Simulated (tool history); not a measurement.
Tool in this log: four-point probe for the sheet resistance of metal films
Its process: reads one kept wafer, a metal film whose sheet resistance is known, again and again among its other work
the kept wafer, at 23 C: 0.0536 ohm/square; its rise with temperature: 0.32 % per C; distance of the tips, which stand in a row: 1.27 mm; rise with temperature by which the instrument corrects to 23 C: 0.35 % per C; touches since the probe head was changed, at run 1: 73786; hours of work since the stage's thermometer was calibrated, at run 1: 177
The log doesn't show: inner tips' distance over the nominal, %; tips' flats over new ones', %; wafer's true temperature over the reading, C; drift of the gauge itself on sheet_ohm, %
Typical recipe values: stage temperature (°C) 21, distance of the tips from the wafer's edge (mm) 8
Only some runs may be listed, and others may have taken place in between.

run,day,stage temperature (°C),distance of the tips from the wafer's edge (mm),touches since the probe head was changed,hours of work since the stage's thermometer was calibrated,sheet resistance as the instrument gives it (ohm/square)
1,0,21,8,73786,177,0.053816
2,1.6,21,9,75022,193,0.053658
3,4.058,21,8,76925,217,0.05381
4,5.971,29,8,78403,236,0.053661
5,8.192,29,50,80122,258,0.052977
6,9.842,29,7,81397,275,0.053864
7,12.221,29,7,83236,298,0.053864
8,15.125,27,54,85482,327,0.052982
9,17.867,27,54,87604,354,0.052966
10,19.25,21,73,88674,368,0.05305
11,21.95,28,3,90759,395,0.057571
12,23.738,34,14,92142,413,0.053081
13,26.221,19,11,94063,437,0.053434
14,28.579,24,8,95886,461,0.053676

Some steps in sheet resistance as the instrument gives it (ohm/square), run to run, broken into two amounts with sign: the step expected even without the hidden condition (settings, incoming material, random variation), and the rest, left for the hidden condition together with whatever gauge scatter is not in both the measured and the hidden-condition-free result:
Run 10 -> 11: stage temperature (°C) 21 -> 28, distance of the tips from the wafer's edge (mm) 73 -> 3. sheet resistance as the instrument gives it (ohm/square) +0.004521: hidden state -0.000056, all else +0.004577.

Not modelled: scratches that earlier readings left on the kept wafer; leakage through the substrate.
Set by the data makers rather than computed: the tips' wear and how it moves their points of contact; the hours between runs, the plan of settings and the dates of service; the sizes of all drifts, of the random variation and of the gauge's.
